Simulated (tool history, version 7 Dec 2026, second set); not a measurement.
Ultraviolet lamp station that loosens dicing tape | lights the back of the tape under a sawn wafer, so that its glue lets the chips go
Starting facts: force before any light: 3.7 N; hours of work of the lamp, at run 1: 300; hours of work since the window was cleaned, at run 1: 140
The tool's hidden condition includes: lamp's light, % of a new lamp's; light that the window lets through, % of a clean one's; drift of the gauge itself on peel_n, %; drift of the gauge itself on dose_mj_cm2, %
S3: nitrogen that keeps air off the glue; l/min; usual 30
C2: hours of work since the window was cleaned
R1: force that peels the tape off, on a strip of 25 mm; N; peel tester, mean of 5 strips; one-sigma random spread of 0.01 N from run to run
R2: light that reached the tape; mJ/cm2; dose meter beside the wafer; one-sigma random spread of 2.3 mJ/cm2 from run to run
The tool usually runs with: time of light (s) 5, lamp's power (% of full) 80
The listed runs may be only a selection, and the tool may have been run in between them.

Run 1, day 0.000: usual settings; hours of work of the lamp 300; C2 140. Result: R1 0.604 N, R2 192 mJ/cm2.
Run 2, day 1.362: usual settings but time of light (s) 4; hours of work of the lamp 314; C2 153. Result: R1 0.835 N, R2 154 mJ/cm2.
Run 3, day 2.925: usual settings but time of light (s) 4; hours of work of the lamp 329; C2 169. Result: R1 0.839 N, R2 153 mJ/cm2.
Run 4, day 4.204: usual settings; hours of work of the lamp 342; C2 181. Result: R1 0.616 N, R2 189 mJ/cm2.
Run 5, day 5.288: usual settings but lamp's power (% of full) 64; hours of work of the lamp 352; C2 192. Result: R1 0.867 N, R2 149 mJ/cm2.
Run 6, day 6.450: usual settings but lamp's power (% of full) 64; hours of work of the lamp 364; C2 203. Result: R1 0.869 N, R2 149 mJ/cm2.
At day 7.396: window cleaned of glue's vapour.
Run 7, day 7.504: usual settings but lamp's power (% of full) 64; hours of work of the lamp 374; C2 1. Result: R1 0.922 N, R2 138 mJ/cm2.
Run 8, day 9.150: usual settings but lamp's power (% of full) 64; hours of work of the lamp 390; C2 17. Result: R1 0.963 N, R2 141 mJ/cm2.
Run 9, day 10.575: usual settings but lamp's power (% of full) 64; hours of work of the lamp 404; C2 31. Result: R1 0.934 N, R2 142 mJ/cm2.
Run 10, day 11.442: usual settings but time of light (s) 9, lamp's power (% of full) 64; hours of work of the lamp 413; C2 40. Result: R1 0.425 N, R2 241 mJ/cm2.
Run 11, day 12.858: usual settings but time of light (s) 3, lamp's power (% of full) 64; hours of work of the lamp 427; C2 54. Result: R1 1.605 N, R2 80 mJ/cm2.
Run 12, day 13.588: usual settings; hours of work of the lamp 434; C2 61. Result: R1 0.740 N, R2 169 mJ/cm2.
Run 13, day 15.175: usual settings; hours of work of the lamp 450; C2 77. Result: R1 0.741 N, R2 163 mJ/cm2.
Run 14, day 16.004: usual settings; hours of work of the lamp 458; C2 85. Result: R1 0.743 N, R2 167 mJ/cm2.
Run 15, day 16.862: usual settings; hours of work of the lamp 466; C2 93. Result: R1 0.764 N, R2 164 mJ/cm2.
At day 17.112: window cleaned of glue's vapour, once more.
Run 16, day 18.012: usual settings; hours of work of the lamp 477; C2 9. Result: R1 0.611 N, R2 189 mJ/cm2.
Run 17, day 19.471: usual settings; hours of work of the lamp 492; C2 23. Result: R1 0.628 N, R2 185 mJ/cm2.
Run 18, day 20.983: usual settings; hours of work of the lamp 507; C2 38. Result: R1 0.662 N, R2 184 mJ/cm2.
Run 19, day 22.692: usual settings; hours of work of the lamp 523; C2 55. Result: R1 0.642 N, R2 178 mJ/cm2.
Run 20, day 24.379: usual settings; hours of work of the lamp 540; C2 72. Result: R1 0.709 N, R2 180 mJ/cm2.
Run 21, day 25.404: usual settings but S3 18 l/min; hours of work of the lamp 550; C2 82. Result: R1 0.881 N, R2 175 mJ/cm2.
Run 22, day 26.638: usual settings but time of light (s) 2; hours of work of the lamp 562; C2 94. Result: R1 1.754 N, R2 68 mJ/cm2.
Run 23, day 27.667: usual settings but time of light (s) 2; hours of work of the lamp 572; C2 104. Result: R1 1.818 N, R2 68 mJ/cm2.
Run 24, day 29.025: usual settings but time of light (s) 2, lamp's power (% of full) 62; hours of work of the lamp 586; C2 117. Result: R1 2.087 N, R2 53 mJ/cm2.
Run 25, day 30.017: usual settings but S3 39 l/min; hours of work of the lamp 596; C2 127. Result: R1 0.627 N, R2 170 mJ/cm2.
Run 26, day 31.367: usual settings but S3 11 l/min; hours of work of the lamp 609; C2 140. Result: R1 1.144 N, R2 166 mJ/cm2.
Run 27, day 32.921: usual settings but time of light (s) 2, lamp's power (% of full) 81, S3 54 l/min; hours of work of the lamp 624; C2 156. Result: R1 1.628 N, R2 67 mJ/cm2.
Run 28, day 33.800: usual settings but time of light (s) 2, lamp's power (% of full) 81, S3 54 l/min; hours of work of the lamp 633; C2 164. Result: R1 1.679 N, R2 68 mJ/cm2.
Run 29, day 35.421: usual settings but time of light (s) 3, lamp's power (% of full) 81, S3 25 l/min; hours of work of the lamp 649; C2 180. Result: R1 1.454 N, R2 101 mJ/cm2.
Run 30, day 36.512: usual settings but time of light (s) 3; hours of work of the lamp 660; C2 191. Result: R1 1.356 N, R2 96 mJ/cm2.
Run 31, day 37.892: usual settings but time of light (s) 4; hours of work of the lamp 673; C2 205. Result: R1 1.053 N, R2 124 mJ/cm2.
At day 38.750: window cleaned of glue's vapour.
Run 32, day 39.100: usual settings but time of light (s) 2, S3 10 l/min; hours of work of the lamp 685; C2 3. Result: R1 2.390 N, R2 70 mJ/cm2.
Run 33, day 40.662: usual settings but time of light (s) 2, S3 10 l/min; hours of work of the lamp 700; C2 19. Result: R1 2.197 N, R2 66 mJ/cm2.
Run 34, day 41.892: usual settings but time of light (s) 2, S3 10 l/min; hours of work of the lamp 712; C2 31. Result: R1 2.349 N, R2 66 mJ/cm2.
Run 35, day 43.058: usual settings but time of light (s) 2, S3 10 l/min; hours of work of the lamp 724; C2 42. Result: R1 2.379 N, R2 68 mJ/cm2.
Run 36, day 44.604: usual settings but time of light (s) 2, lamp's power (% of full) 66, S3 10 l/min; hours of work of the lamp 739; C2 58. Result: R1 2.495 N, R2 53 mJ/cm2.
Run 37, day 45.471: usual settings but time of light (s) 2, lamp's power (% of full) 66, S3 10 l/min; hours of work of the lamp 748; C2 66. Result: R1 2.667 N, R2 54 mJ/cm2.
Run 38, day 46.729: usual settings but time of light (s) 2, lamp's power (% of full) 82, S3 59 l/min; hours of work of the lamp 760; C2 79. Result: R1 1.659 N, R2 60 mJ/cm2.
Run 39, day 48.258: usual settings but time of light (s) 2, lamp's power (% of full) 73, S3 17 l/min; hours of work of the lamp 775; C2 94. Result: R1 2.297 N, R2 57 mJ/cm2.
Run 40, day 49.846: usual settings but S3 44 l/min; hours of work of the lamp 791; C2 109. Result: R1 0.684 N, R2 158 mJ/cm2.
Run 41, day 51.396: usual settings but lamp's power (% of full) 72, S3 46 l/min; hours of work of the lamp 806; C2 125. Result: R1 0.786 N, R2 137 mJ/cm2.
Run 42, day 52.250: usual settings but lamp's power (% of full) 83, S3 32 l/min; hours of work of the lamp 814; C2 133. Result: R1 0.806 N, R2 157 mJ/cm2.

What if the next run were any one of these 3? Each begins from the tool's condition after run 42:
Run A, day 53.271: usual settings but time of light (s) 3, lamp's power (% of full) 62, S3 15 l/min; hours of work of the lamp 824; C2 143. Result: R1 ?, R2 ?.
Run B, day 53.271: usual settings but time of light (s) 2, lamp's power (% of full) 83, S3 32 l/min; hours of work of the lamp 824; C2 143. Result: R1 ?, R2 ?.
Run C, day 53.271: usual settings but lamp's power (% of full) 62, S3 10 l/min; hours of work of the lamp 824; C2 143. Result: R1 ?, R2 ?.

run     R1   R2
  A  2.141   71
  B  1.936   63
  C  1.653  113
Stripped of hidden state, with their random variation kept, the same runs would have yielded:
run     R1   R2
  A  1.573  111
  B  1.351   99
  C  1.080  181
